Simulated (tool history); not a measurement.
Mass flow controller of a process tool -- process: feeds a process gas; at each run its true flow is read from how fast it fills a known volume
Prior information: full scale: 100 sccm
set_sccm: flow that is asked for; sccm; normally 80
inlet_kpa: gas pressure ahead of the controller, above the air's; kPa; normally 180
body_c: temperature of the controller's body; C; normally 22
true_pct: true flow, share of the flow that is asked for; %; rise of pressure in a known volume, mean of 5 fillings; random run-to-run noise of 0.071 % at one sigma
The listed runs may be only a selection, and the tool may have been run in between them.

run,day,set_sccm,inlet_kpa,body_c,true_pct
1,0,80,180,22,99.49
2,4.325,80,170,22,99.59
3,6.725,80,170,22,99.61
4,10.992,80,170,22,99.66
5,13.004,80,170,22,99.65
6,16.058,80,170,22,99.7
7,18.492,80,170,22,99.58
8,21.517,80,180,22,99.52
9,25.204,80,180,22,99.49
10,29.312,80,180,22,99.62
11,32.862,80,180,22,99.53
12,35.283,80,180,22,99.57
13,37.492,80,180,22,99.56
14,42.146,80,180,22,99.5
15,44.262,80,180,22,99.49
16,46.65,72,180,22,99.34
17,49.192,72,180,22,99.33
18,53.904,39,180,21,98.59
19,58.167,30,182,26,98.78
20,61.171,84,156,22,99.76
21,65.542,44,185,22,98.77
22,68.479,37,150,22,98.84
23,72.554,29,224,39,99.12
24,76.921,33,224,39,99.27
25,81.621,33,224,39,99.3
26,84.071,33,224,39,99.34
27,86.417,26,180,22,98.4
28,89.808,12,140,22,98.46
29,92.938,75,278,27,99.14
30,96.729,75,278,27,98.95
31,99.275,63,228,23,98.91
32,101.225,21,186,27,98.62
33,103.633,21,186,27,98.54
34,107.396,21,186,27,98.48

Consider 5 possible next runs. They are alternatives, not a sequence: every one starts from the tool as it was left by run 34. What does each give?
A,109.608,80,180,30,?
B,109.608,19,235,28,?
C,109.608,15,185,32,?
D,109.608,15,164,22,?
E,109.608,38,234,22,?

run,true_pct
A,100.07
B,98.14
C,98.71
D,98.41
E,98.22
Take away the tool's hidden state, keep each run's random variation, and the runs would have read:
run,true_pct
A,100.08
B,98.14
C,98.71
D,98.41
E,98.22

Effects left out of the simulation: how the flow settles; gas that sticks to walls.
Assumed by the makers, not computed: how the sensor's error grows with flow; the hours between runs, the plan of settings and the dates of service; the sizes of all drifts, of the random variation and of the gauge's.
